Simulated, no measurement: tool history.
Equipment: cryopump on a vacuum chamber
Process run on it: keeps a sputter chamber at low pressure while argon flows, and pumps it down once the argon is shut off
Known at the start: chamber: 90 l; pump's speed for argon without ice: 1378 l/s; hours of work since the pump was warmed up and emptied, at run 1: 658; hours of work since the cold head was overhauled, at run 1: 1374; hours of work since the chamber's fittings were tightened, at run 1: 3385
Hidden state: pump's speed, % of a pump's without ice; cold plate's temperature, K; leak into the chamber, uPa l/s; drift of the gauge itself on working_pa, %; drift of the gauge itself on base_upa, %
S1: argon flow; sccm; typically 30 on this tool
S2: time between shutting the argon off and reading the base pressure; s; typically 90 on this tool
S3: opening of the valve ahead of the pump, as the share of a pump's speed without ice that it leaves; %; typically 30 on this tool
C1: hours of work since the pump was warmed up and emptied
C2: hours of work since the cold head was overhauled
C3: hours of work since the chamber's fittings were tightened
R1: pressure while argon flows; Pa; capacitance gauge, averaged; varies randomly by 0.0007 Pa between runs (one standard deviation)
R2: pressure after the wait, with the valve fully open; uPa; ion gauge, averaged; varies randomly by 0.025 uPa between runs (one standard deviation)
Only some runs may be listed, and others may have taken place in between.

run 1 hour=0 | S1=30 S2=90 S3=30 | C1=658 C2=1374 C3=3385 | R1=0.1384 R2=2.02
-- hour=36 pump warmed up, emptied and cooled again
run 2 hour=71.4 | S1=30 S2=90 S3=30 | C1=25 C2=1420 C3=3432 | R1=0.1238 R2=1.68
run 3 hour=138.3 | S1=30 S2=90 S3=30 | C1=72 C2=1467 C3=3479 | R1=0.124 R2=1.73
run 4 hour=183.7 | S1=21 S2=90 S3=30 | C1=104 C2=1499 C3=3511 | R1=0.0871 R2=1.73
run 5 hour=224.7 | S1=21 S2=90 S3=30 | C1=132 C2=1528 C3=3540 | R1=0.0878 R2=1.78
run 6 hour=273.5 | S1=21 S2=51 S3=30 | C1=167 C2=1562 C3=3574 | R1=0.0895 R2=2.41
run 7 hour=303.6 | S1=21 S2=51 S3=30 | C1=188 C2=1583 C3=3595 | R1=0.0886 R2=2.39
-- hour=321.1 leaking fittings of the chamber tightened, without venting
run 8 hour=341.8 | S1=21 S2=51 S3=30 | C1=213 C2=1609 C3=15 | R1=0.089 R2=1.75
run 9 hour=397 | S1=21 S2=51 S3=30 | C1=252 C2=1647 C3=53 | R1=0.0904 R2=1.77
run 10 hour=426.2 | S1=21 S2=51 S3=30 | C1=273 C2=1668 C3=74 | R1=0.0892 R2=1.78
run 11 hour=472.5 | S1=48 S2=90 S3=16 | C1=305 C2=1700 C3=106 | R1=0.3772 R2=1.14
run 12 hour=526.3 | S1=19 S2=37 S3=39 | C1=343 C2=1738 C3=144 | R1=0.0644 R2=2.38
run 13 hour=579.7 | S1=19 S2=39 S3=39 | C1=380 C2=1776 C3=182 | R1=0.0646 R2=2.28
run 14 hour=614.5 | S1=30 S2=90 S3=21 | C1=405 C2=1800 C3=206 | R1=0.1842 R2=1.22
run 15 hour=674.7 | S1=44 S2=90 S3=21 | C1=447 C2=1842 C3=248 | R1=0.2712 R2=1.19
run 16 hour=711.3 | S1=44 S2=90 S3=21 | C1=473 C2=1868 C3=274 | R1=0.2746 R2=1.25
run 17 hour=754.4 | S1=38 S2=65 S3=49 | C1=503 C2=1898 C3=304 | R1=0.1098 R2=1.51
run 18 hour=805.7 | S1=29 S2=54 S3=20 | C1=539 C2=1934 C3=340 | R1=0.1879 R2=1.77
run 19 hour=846.6 | S1=34 S2=54 S3=30 | C1=568 C2=1963 C3=369 | R1=0.1529 R2=1.82

Forecast each of these 4 alternatives for the next run:
run A hour=881.9 | S1=22 S2=170 S3=27 | C1=593 C2=1988 C3=394 | R1=? R2=?
run B hour=881.9 | S1=20 S2=232 S3=44 | C1=593 C2=1988 C3=394 | R1=? R2=?
run C hour=881.9 | S1=30 S2=90 S3=32 | C1=593 C2=1988 C3=394 | R1=? R2=?
run D hour=881.9 | S1=18 S2=244 S3=44 | C1=593 C2=1988 C3=394 | R1=? R2=?

run=A R1=0.1104 R2=0.82
run=B R1=0.0648 R2=0.74
run=C R1=0.129 R2=1.26
run=D R1=0.0579 R2=0.7
Take away the tool's hidden state, keep each run's random variation, and the runs would have read:
run=A R1=0.1006 R2=0.61
run=B R1=0.0559 R2=0.53
run=C R1=0.1155 R2=1.06
run=D R1=0.0499 R2=0.49
